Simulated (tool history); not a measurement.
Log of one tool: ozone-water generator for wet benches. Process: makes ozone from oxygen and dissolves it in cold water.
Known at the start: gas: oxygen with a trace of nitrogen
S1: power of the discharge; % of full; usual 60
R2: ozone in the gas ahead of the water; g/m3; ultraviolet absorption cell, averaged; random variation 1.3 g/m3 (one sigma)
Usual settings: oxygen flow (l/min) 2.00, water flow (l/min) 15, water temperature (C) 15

run 1 hour=0.0 | S1=60 oxygen_flow_(l/min)=2.00 water_flow_(l/min)=15 water_temperature_(C)=15 | dissolved_ozone_(ppm)=15.4 R2=233.2
run 2 hour=89.7 | S1=60 oxygen_flow_(l/min)=2.00 water_flow_(l/min)=15 water_temperature_(C)=15 | dissolved_ozone_(ppm)=15.4 R2=233.5
run 3 hour=132.9 | S1=60 oxygen_flow_(l/min)=2.00 water_flow_(l/min)=15 water_temperature_(C)=15 | dissolved_ozone_(ppm)=15.3 R2=231.0
run 4 hour=199.5 | S1=60 oxygen_flow_(l/min)=2.00 water_flow_(l/min)=15 water_temperature_(C)=15 | dissolved_ozone_(ppm)=15.4 R2=235.2
run 5 hour=282.5 | S1=60 oxygen_flow_(l/min)=2.00 water_flow_(l/min)=15 water_temperature_(C)=15 | dissolved_ozone_(ppm)=15.4 R2=233.6
run 6 hour=365.1 | S1=60 oxygen_flow_(l/min)=2.00 water_flow_(l/min)=15 water_temperature_(C)=15 | dissolved_ozone_(ppm)=15.3 R2=231.8
run 7 hour=461.0 | S1=60 oxygen_flow_(l/min)=2.00 water_flow_(l/min)=15 water_temperature_(C)=15 | dissolved_ozone_(ppm)=15.3 R2=232.8
run 8 hour=540.9 | S1=60 oxygen_flow_(l/min)=2.00 water_flow_(l/min)=15 water_temperature_(C)=15 | dissolved_ozone_(ppm)=15.4 R2=233.4
run 9 hour=635.4 | S1=60 oxygen_flow_(l/min)=2.00 water_flow_(l/min)=15 water_temperature_(C)=15 | dissolved_ozone_(ppm)=15.4 R2=230.9
run 10 hour=700.8 | S1=60 oxygen_flow_(l/min)=2.00 water_flow_(l/min)=15 water_temperature_(C)=15 | dissolved_ozone_(ppm)=15.2 R2=231.5
-- hour=719.1 water thermometer calibrated
run 11 hour=749.0 | S1=60 oxygen_flow_(l/min)=2.00 water_flow_(l/min)=15 water_temperature_(C)=15 | dissolved_ozone_(ppm)=15.3 R2=231.5
run 12 hour=845.7 | S1=51 oxygen_flow_(l/min)=2.00 water_flow_(l/min)=15 water_temperature_(C)=15 | dissolved_ozone_(ppm)=13.5 R2=205.7
run 13 hour=935.9 | S1=60 oxygen_flow_(l/min)=2.00 water_flow_(l/min)=15 water_temperature_(C)=15 | dissolved_ozone_(ppm)=15.2 R2=232.7
run 14 hour=996.9 | S1=60 oxygen_flow_(l/min)=2.00 water_flow_(l/min)=20 water_temperature_(C)=15 | dissolved_ozone_(ppm)=10.9 R2=232.8
run 15 hour=1077.0 | S1=60 oxygen_flow_(l/min)=2.00 water_flow_(l/min)=15 water_temperature_(C)=15 | dissolved_ozone_(ppm)=15.6 R2=231.6
run 16 hour=1120.9 | S1=60 oxygen_flow_(l/min)=2.00 water_flow_(l/min)=15 water_temperature_(C)=15 | dissolved_ozone_(ppm)=15.2 R2=233.5
run 17 hour=1204.3 | S1=60 oxygen_flow_(l/min)=2.00 water_flow_(l/min)=15 water_temperature_(C)=15 | dissolved_ozone_(ppm)=15.2 R2=233.4
run 18 hour=1255.6 | S1=60 oxygen_flow_(l/min)=2.00 water_flow_(l/min)=15 water_temperature_(C)=10 | dissolved_ozone_(ppm)=15.9 R2=231.0
run 19 hour=1348.7 | S1=81 oxygen_flow_(l/min)=2.12 water_flow_(l/min)=10 water_temperature_(C)=10 | dissolved_ozone_(ppm)=31.8 R2=283.6
run 20 hour=1446.2 | S1=53 oxygen_flow_(l/min)=2.00 water_flow_(l/min)=15 water_temperature_(C)=15 | dissolved_ozone_(ppm)=13.9 R2=208.7
run 21 hour=1515.7 | S1=62 oxygen_flow_(l/min)=2.38 water_flow_(l/min)=12 water_temperature_(C)=17 | dissolved_ozone_(ppm)=20.6 R2=222.9
run 22 hour=1593.4 | S1=62 oxygen_flow_(l/min)=2.38 water_flow_(l/min)=12 water_temperature_(C)=17 | dissolved_ozone_(ppm)=20.7 R2=223.3
run 23 hour=1670.8 | S1=62 oxygen_flow_(l/min)=2.38 water_flow_(l/min)=12 water_temperature_(C)=17 | dissolved_ozone_(ppm)=20.6 R2=223.5
run 24 hour=1764.0 | S1=62 oxygen_flow_(l/min)=2.38 water_flow_(l/min)=12 water_temperature_(C)=17 | dissolved_ozone_(ppm)=20.4 R2=221.7
run 25 hour=1837.9 | S1=62 oxygen_flow_(l/min)=2.38 water_flow_(l/min)=12 water_temperature_(C)=17 | dissolved_ozone_(ppm)=20.5 R2=223.1
run 26 hour=1908.1 | S1=99 oxygen_flow_(l/min)=1.22 water_flow_(l/min)=20 water_temperature_(C)=8 | dissolved_ozone_(ppm)=12.8 R2=392.8
run 27 hour=1966.1 | S1=99 oxygen_flow_(l/min)=1.22 water_flow_(l/min)=20 water_temperature_(C)=8 | dissolved_ozone_(ppm)=12.9 R2=392.0
run 28 hour=2051.0 | S1=56 oxygen_flow_(l/min)=2.00 water_flow_(l/min)=15 water_temperature_(C)=15 | dissolved_ozone_(ppm)=14.4 R2=221.0
run 29 hour=2113.1 | S1=56 oxygen_flow_(l/min)=2.00 water_flow_(l/min)=15 water_temperature_(C)=15 | dissolved_ozone_(ppm)=14.4 R2=216.5
run 30 hour=2166.9 | S1=56 oxygen_flow_(l/min)=2.00 water_flow_(l/min)=15 water_temperature_(C)=15 | dissolved_ozone_(ppm)=14.5 R2=216.9
run 31 hour=2214.9 | S1=47 oxygen_flow_(l/min)=2.65 water_flow_(l/min)=17 water_temperature_(C)=9 | dissolved_ozone_(ppm)=12.9 R2=172.9
run 32 hour=2299.4 | S1=76 oxygen_flow_(l/min)=2.65 water_flow_(l/min)=17 water_temperature_(C)=13 | dissolved_ozone_(ppm)=18.3 R2=250.8

Some steps in R2 between neighbouring runs. How much of each would the tool show without its hidden state too (settings, what came in, random variation), and how much is left for the hidden state, with any gauge scatter that isn't in both results?
The hidden state here: yield of the discharge, % of new electrodes'; contactor's efficiency, % of a clean one's; true water temperature over the reading, C; drift of the gauge itself on ozone_ppm, %; drift of the gauge itself on gas_g_m3, %.
Run 25 -> 26: S1 62 -> 99, oxygen flow (l/min) 2.38 -> 1.22, water flow (l/min) 12 -> 20, water temperature (C) 17 -> 8. R2 +169.7 g/m3: hidden state -3.7, all else +173.4.
Run 27 -> 28: S1 99 -> 56, oxygen flow (l/min) 1.22 -> 2.00, water flow (l/min) 20 -> 15, water temperature (C) 8 -> 15. R2 -171.0 g/m3: hidden state +3.6, all else -174.6.
Run 31 -> 32: S1 47 -> 76, water temperature (C) 9 -> 13. R2 +77.9 g/m3: hidden state -2.1, all else +80.0.
